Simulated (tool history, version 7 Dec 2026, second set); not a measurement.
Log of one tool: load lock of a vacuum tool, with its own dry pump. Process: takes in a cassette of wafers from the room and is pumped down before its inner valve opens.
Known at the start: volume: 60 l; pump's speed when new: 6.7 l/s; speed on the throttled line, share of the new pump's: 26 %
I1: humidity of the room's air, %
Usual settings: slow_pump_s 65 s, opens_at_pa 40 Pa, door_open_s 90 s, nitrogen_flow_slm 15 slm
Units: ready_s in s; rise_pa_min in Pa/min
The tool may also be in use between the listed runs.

run 1 day=0.000 | slow_pump_s=65 opens_at_pa=40 door_open_s=90 nitrogen_flow_slm=15 | I1=40.4 | ready_s=120.1 rise_pa_min=0.026
run 2 day=9.733 | slow_pump_s=65 opens_at_pa=40 door_open_s=90 nitrogen_flow_slm=15 | I1=45.1 | ready_s=118.2 rise_pa_min=0.026
run 3 day=24.329 | slow_pump_s=65 opens_at_pa=40 door_open_s=90 nitrogen_flow_slm=15 | I1=46.7 | ready_s=118.2 rise_pa_min=0.029
run 4 day=37.200 | slow_pump_s=65 opens_at_pa=40 door_open_s=90 nitrogen_flow_slm=15 | I1=42.0 | ready_s=118.3 rise_pa_min=0.026
run 5 day=44.850 | slow_pump_s=65 opens_at_pa=40 door_open_s=90 nitrogen_flow_slm=15 | I1=44.5 | ready_s=118.8 rise_pa_min=0.027
run 6 day=54.450 | slow_pump_s=61 opens_at_pa=40 door_open_s=90 nitrogen_flow_slm=15 | I1=45.0 | ready_s=116.5 rise_pa_min=0.028
run 7 day=64.142 | slow_pump_s=61 opens_at_pa=40 door_open_s=90 nitrogen_flow_slm=15 | I1=44.2 | ready_s=115.7 rise_pa_min=0.024
run 8 day=77.942 | slow_pump_s=61 opens_at_pa=40 door_open_s=90 nitrogen_flow_slm=15 | I1=47.8 | ready_s=113.5 rise_pa_min=0.029
run 9 day=88.808 | slow_pump_s=65 opens_at_pa=40 door_open_s=90 nitrogen_flow_slm=15 | I1=44.9 | ready_s=118.1 rise_pa_min=0.028
run 10 day=95.467 | slow_pump_s=65 opens_at_pa=40 door_open_s=90 nitrogen_flow_slm=15 | I1=47.5 | ready_s=120.3 rise_pa_min=0.029
run 11 day=106.850 | slow_pump_s=65 opens_at_pa=40 door_open_s=90 nitrogen_flow_slm=15 | I1=47.9 | ready_s=119.6 rise_pa_min=0.031
run 12 day=112.867 | slow_pump_s=65 opens_at_pa=40 door_open_s=90 nitrogen_flow_slm=15 | I1=46.8 | ready_s=119.7 rise_pa_min=0.031
run 13 day=120.512 | slow_pump_s=77 opens_at_pa=40 door_open_s=90 nitrogen_flow_slm=15 | I1=39.2 | ready_s=127.6 rise_pa_min=0.023
run 14 day=126.721 | slow_pump_s=65 opens_at_pa=40 door_open_s=60 nitrogen_flow_slm=15 | I1=48.6 | ready_s=119.7 rise_pa_min=0.023
run 15 day=141.550 | slow_pump_s=65 opens_at_pa=40 door_open_s=60 nitrogen_flow_slm=15 | I1=44.1 | ready_s=119.0 rise_pa_min=0.025
run 16 day=147.862 | slow_pump_s=65 opens_at_pa=40 door_open_s=90 nitrogen_flow_slm=19 | I1=44.7 | ready_s=117.8 rise_pa_min=0.024
run 17 day=159.200 | slow_pump_s=35 opens_at_pa=40 door_open_s=74 nitrogen_flow_slm=25 | I1=48.3 | ready_s=96.2 rise_pa_min=0.021
run 18 day=165.346 | slow_pump_s=35 opens_at_pa=40 door_open_s=74 nitrogen_flow_slm=25 | I1=44.6 | ready_s=96.2 rise_pa_min=0.017
run 19 day=176.138 | slow_pump_s=108 opens_at_pa=40 door_open_s=74 nitrogen_flow_slm=10 | I1=45.7 | ready_s=153.3 rise_pa_min=0.029
run 20 day=188.275 | slow_pump_s=108 opens_at_pa=44 door_open_s=74 nitrogen_flow_slm=4 | I1=48.8 | ready_s=149.7 rise_pa_min=0.045
run 21 day=194.308 | slow_pump_s=108 opens_at_pa=44 door_open_s=74 nitrogen_flow_slm=4 | I1=45.4 | ready_s=148.9 rise_pa_min=0.052
run 22 day=204.150 | slow_pump_s=104 opens_at_pa=54 door_open_s=90 nitrogen_flow_slm=15 | I1=41.9 | ready_s=145.8 rise_pa_min=0.024
run 23 day=218.733 | slow_pump_s=65 opens_at_pa=36 door_open_s=66 nitrogen_flow_slm=15 | I1=43.7 | ready_s=119.9 rise_pa_min=0.020
run 24 day=228.962 | slow_pump_s=41 opens_at_pa=45 door_open_s=215 nitrogen_flow_slm=11 | I1=44.6 | ready_s=99.7 rise_pa_min=0.054
run 25 day=241.450 | slow_pump_s=41 opens_at_pa=45 door_open_s=215 nitrogen_flow_slm=11 | I1=42.1 | ready_s=99.7 rise_pa_min=0.053
run 26 day=252.921 | slow_pump_s=41 opens_at_pa=33 door_open_s=29 nitrogen_flow_slm=11 | I1=45.6 | ready_s=103.8 rise_pa_min=0.013
run 27 day=259.238 | slow_pump_s=41 opens_at_pa=33 door_open_s=29 nitrogen_flow_slm=11 | I1=45.5 | ready_s=103.7 rise_pa_min=0.019
run 28 day=270.888 | slow_pump_s=65 opens_at_pa=49 door_open_s=56 nitrogen_flow_slm=15 | I1=45.6 | ready_s=117.4 rise_pa_min=0.023
run 29 day=283.646 | slow_pump_s=83 opens_at_pa=40 door_open_s=75 nitrogen_flow_slm=20 | I1=44.4 | ready_s=131.9 rise_pa_min=0.016
run 30 day=293.375 | slow_pump_s=73 opens_at_pa=39 door_open_s=75 nitrogen_flow_slm=5 | I1=44.2 | ready_s=124.7 rise_pa_min=0.040
run 31 day=303.367 | slow_pump_s=54 opens_at_pa=43 door_open_s=32 nitrogen_flow_slm=11 | I1=45.4 | ready_s=111.3 rise_pa_min=0.025
run 32 day=316.650 | slow_pump_s=54 opens_at_pa=43 door_open_s=32 nitrogen_flow_slm=11 | I1=45.1 | ready_s=110.5 rise_pa_min=0.024

Not shown: 1 entry that the log had between the listed runs. Between which runs, and how does the tool's hidden state differ before and after?
Between runs 31 and 32: dry pump taken out, an overhauled one fitted (day 304.971)
  pump's speed, % of a new pump's: 99.9 -> 100
